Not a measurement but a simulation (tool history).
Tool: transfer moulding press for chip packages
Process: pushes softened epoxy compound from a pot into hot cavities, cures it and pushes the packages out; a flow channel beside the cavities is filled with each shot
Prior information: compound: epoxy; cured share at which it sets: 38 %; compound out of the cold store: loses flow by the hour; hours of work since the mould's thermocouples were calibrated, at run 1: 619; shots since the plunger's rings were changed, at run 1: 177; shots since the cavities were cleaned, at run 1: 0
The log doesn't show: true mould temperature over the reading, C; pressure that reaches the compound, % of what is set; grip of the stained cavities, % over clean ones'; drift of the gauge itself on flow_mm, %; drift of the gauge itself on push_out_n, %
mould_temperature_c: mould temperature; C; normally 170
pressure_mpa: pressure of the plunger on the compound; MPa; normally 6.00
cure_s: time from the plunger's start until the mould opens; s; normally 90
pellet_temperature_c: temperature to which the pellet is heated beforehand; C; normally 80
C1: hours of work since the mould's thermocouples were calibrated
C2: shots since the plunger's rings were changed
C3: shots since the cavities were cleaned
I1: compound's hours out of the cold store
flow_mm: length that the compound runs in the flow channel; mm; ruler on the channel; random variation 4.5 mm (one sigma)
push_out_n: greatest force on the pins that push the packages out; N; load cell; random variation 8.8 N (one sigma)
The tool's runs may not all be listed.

{"run": 1, "day": 0.0, "mould_temperature_c": 170, "pressure_mpa": 6.0, "cure_s": 90, "pellet_temperature_c": 80, "C1": 619, "C2": 177, "C3": 0, "I1": 10.6, "flow_mm": 551, "push_out_n": 453}
{"run": 2, "day": 2.075, "mould_temperature_c": 170, "pressure_mpa": 6.0, "cure_s": 90, "pellet_temperature_c": 80, "C1": 656, "C2": 860, "C3": 683, "I1": 37.6, "flow_mm": 489, "push_out_n": 785}
{"day": 2.767, "done": "cavities cleaned with cleaning compound and waxed"}
{"run": 3, "day": 4.192, "mould_temperature_c": 170, "pressure_mpa": 6.0, "cure_s": 90, "pellet_temperature_c": 80, "C1": 693, "C2": 1538, "C3": 469, "I1": 21.4, "flow_mm": 513, "push_out_n": 680}
{"day": 5.608, "done": "cavities cleaned with cleaning compound and waxed"}
{"run": 4, "day": 6.533, "mould_temperature_c": 170, "pressure_mpa": 6.0, "cure_s": 90, "pellet_temperature_c": 80, "C1": 734, "C2": 2290, "C3": 306, "I1": 35.4, "flow_mm": 477, "push_out_n": 618}
{"day": 8.258, "done": "cavities cleaned with cleaning compound and waxed"}
{"run": 5, "day": 8.879, "mould_temperature_c": 170, "pressure_mpa": 6.25, "cure_s": 90, "pellet_temperature_c": 80, "C1": 774, "C2": 3042, "C3": 204, "I1": 47.0, "flow_mm": 446, "push_out_n": 545}
{"day": 10.683, "done": "mould's thermocouples calibrated"}
{"day": 11.204, "done": "plunger's sealing rings changed"}
{"day": 11.267, "done": "cavities cleaned with cleaning compound and waxed"}
{"run": 6, "day": 11.383, "mould_temperature_c": 170, "pressure_mpa": 6.25, "cure_s": 90, "pellet_temperature_c": 80, "C1": 10, "C2": 39, "C3": 39, "I1": 20.0, "flow_mm": 539, "push_out_n": 411}
{"run": 7, "day": 12.762, "mould_temperature_c": 177, "pressure_mpa": 6.0, "cure_s": 90, "pellet_temperature_c": 80, "C1": 34, "C2": 494, "C3": 494, "I1": 16.4, "flow_mm": 510, "push_out_n": 537}
{"day": 14.088, "done": "cavities cleaned with cleaning compound and waxed"}
{"run": 8, "day": 14.288, "mould_temperature_c": 177, "pressure_mpa": 6.0, "cure_s": 90, "pellet_temperature_c": 80, "C1": 60, "C2": 975, "C3": 65, "I1": 19.4, "flow_mm": 499, "push_out_n": 363}
{"run": 9, "day": 16.346, "mould_temperature_c": 170, "pressure_mpa": 6.0, "cure_s": 90, "pellet_temperature_c": 80, "C1": 97, "C2": 1654, "C3": 744, "I1": 20.4, "flow_mm": 515, "push_out_n": 722}
{"day": 16.883, "done": "cavities cleaned with cleaning compound and waxed"}
{"run": 10, "day": 17.821, "mould_temperature_c": 170, "pressure_mpa": 6.0, "cure_s": 90, "pellet_temperature_c": 77, "C1": 122, "C2": 2120, "C3": 309, "I1": 15.0, "flow_mm": 523, "push_out_n": 581}
{"run": 11, "day": 19.371, "mould_temperature_c": 170, "pressure_mpa": 6.0, "cure_s": 90, "pellet_temperature_c": 75, "C1": 150, "C2": 2632, "C3": 821, "I1": 25.7, "flow_mm": 494, "push_out_n": 746}
{"day": 19.567, "done": "cavities cleaned with cleaning compound and waxed"}
{"run": 12, "day": 21.954, "mould_temperature_c": 170, "pressure_mpa": 5.22, "cure_s": 86, "pellet_temperature_c": 85, "C1": 195, "C2": 3463, "C3": 788, "I1": 29.4, "flow_mm": 445, "push_out_n": 818}
{"day": 22.25, "done": "cavities cleaned with cleaning compound and waxed"}
{"day": 22.771, "done": "plunger's sealing rings changed"}
{"run": 13, "day": 24.558, "mould_temperature_c": 170, "pressure_mpa": 5.44, "cure_s": 98, "pellet_temperature_c": 77, "C1": 238, "C2": 590, "C3": 727, "I1": 11.5, "flow_mm": 523, "push_out_n": 705}
{"day": 25.133, "done": "cavities cleaned with cleaning compound and waxed"}
{"run": 14, "day": 27.067, "mould_temperature_c": 177, "pressure_mpa": 6.0, "cure_s": 99, "pellet_temperature_c": 89, "C1": 282, "C2": 1396, "C3": 637, "I1": 45.1, "flow_mm": 442, "push_out_n": 572}
{"day": 27.896, "done": "cavities cleaned with cleaning compound and waxed"}
{"run": 15, "day": 29.758, "mould_temperature_c": 175, "pressure_mpa": 6.0, "cure_s": 116, "pellet_temperature_c": 89, "C1": 329, "C2": 2264, "C3": 615, "I1": 34.0, "flow_mm": 463, "push_out_n": 558}
{"day": 30.629, "done": "cavities cleaned with cleaning compound and waxed"}
{"run": 16, "day": 31.575, "mould_temperature_c": 175, "pressure_mpa": 6.0, "cure_s": 116, "pellet_temperature_c": 89, "C1": 360, "C2": 2842, "C3": 312, "I1": 31.2, "flow_mm": 457, "push_out_n": 453}
{"day": 33.275, "done": "cavities cleaned with cleaning compound and waxed"}
{"run": 17, "day": 33.667, "mould_temperature_c": 175, "pressure_mpa": 6.0, "cure_s": 116, "pellet_temperature_c": 89, "C1": 396, "C2": 3511, "C3": 129, "I1": 26.2, "flow_mm": 462, "push_out_n": 367}
{"day": 34.379, "done": "plunger's sealing rings changed"}
{"run": 18, "day": 35.421, "mould_temperature_c": 175, "pressure_mpa": 6.0, "cure_s": 116, "pellet_temperature_c": 89, "C1": 426, "C2": 343, "C3": 672, "I1": 13.0, "flow_mm": 527, "push_out_n": 565}
{"day": 36.071, "done": "cavities cleaned with cleaning compound and waxed"}
{"run": 19, "day": 38.042, "mould_temperature_c": 170, "pressure_mpa": 5.49, "cure_s": 72, "pellet_temperature_c": 72, "C1": 471, "C2": 1187, "C3": 649, "I1": 37.1, "flow_mm": 459, "push_out_n": 1152}
{"day": 38.767, "done": "cavities cleaned with cleaning compound and waxed"}
{"run": 20, "day": 39.346, "mould_temperature_c": 170, "pressure_mpa": 5.51, "cure_s": 121, "pellet_temperature_c": 72, "C1": 493, "C2": 1596, "C3": 190, "I1": 17.5, "flow_mm": 498, "push_out_n": 448}
{"day": 41.458, "done": "cavities cleaned with cleaning compound and waxed"}
{"run": 21, "day": 41.488, "mould_temperature_c": 170, "pressure_mpa": 7.15, "cure_s": 90, "pellet_temperature_c": 85, "C1": 531, "C2": 2282, "C3": 10, "I1": 27.9, "flow_mm": 531, "push_out_n": 417}

What would each run have given without the hidden state, its run-to-run variation left as it was?
run=1 flow_mm=548 push_out_n=410
run=2 flow_mm=493 push_out_n=390
run=3 flow_mm=524 push_out_n=371
run=4 flow_mm=493 push_out_n=367
run=5 flow_mm=469 push_out_n=366
run=6 flow_mm=540 push_out_n=382
run=7 flow_mm=515 push_out_n=325
run=8 flow_mm=508 push_out_n=325
run=9 flow_mm=530 push_out_n=382
run=10 flow_mm=542 push_out_n=392
run=11 flow_mm=517 push_out_n=386
run=12 flow_mm=472 push_out_n=418
run=13 flow_mm=529 push_out_n=370
run=14 flow_mm=454 push_out_n=317
run=15 flow_mm=483 push_out_n=304
run=16 flow_mm=483 push_out_n=309
run=17 flow_mm=493 push_out_n=305
run=18 flow_mm=529 push_out_n=302
run=19 flow_mm=467 push_out_n=584
run=20 flow_mm=510 push_out_n=325
run=21 flow_mm=551 push_out_n=386

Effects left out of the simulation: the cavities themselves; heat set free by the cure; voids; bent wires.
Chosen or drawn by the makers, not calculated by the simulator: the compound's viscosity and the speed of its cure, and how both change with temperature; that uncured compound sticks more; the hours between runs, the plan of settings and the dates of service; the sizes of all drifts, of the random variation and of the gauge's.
